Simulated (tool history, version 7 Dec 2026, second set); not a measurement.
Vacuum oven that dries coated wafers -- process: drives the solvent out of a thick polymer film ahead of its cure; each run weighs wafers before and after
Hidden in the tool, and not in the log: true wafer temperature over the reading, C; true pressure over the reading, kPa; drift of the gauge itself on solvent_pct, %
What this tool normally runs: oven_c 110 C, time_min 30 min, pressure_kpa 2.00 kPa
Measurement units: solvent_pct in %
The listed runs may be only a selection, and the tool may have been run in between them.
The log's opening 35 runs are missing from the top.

run	day	oven_c	time_min	pressure_kpa	hours of work since the thermocouples were calibrated	hours of work since the vacuum gauge was cleaned of residue	solvent_pct
36	20.725	114	51	5.51	329	531	5.13
37	21.483	114	51	5.51	344	545	5.03
38	21.833	111	42	3.40	350	552	3.54
39	22.579	111	42	3.40	364	566	3.61
40	23.112	106	30	3.84	374	576	5.65
41	23.575	110	24	5.85	383	585	7.11
42	24.038	121	18	2.00	392	593	2.19
43	24.817	121	18	2.00	407	608	2.12
44	25.288	110	18	5.99	416	617	7.66
45	25.900	110	30	1.32	427	629	2.04
46	26.346	103	30	4.30	436	637	6.91
47	27.100	115	50	2.00	450	652	1.69

Consider 3 possible next runs. They are alternatives, not a sequence: every one starts from the tool as it was left by run 47. What does each give?
A	27.650	97	50	1.24	461	662	?
B	27.650	99	19	3.50	461	662	?
C	27.650	117	30	2.00	461	662	?

run	solvent_pct
A	3.04
B	8.62
C	1.88
With no hidden state in the tool, these same runs would have given:
run	solvent_pct
A	3.03
B	8.62
C	1.87
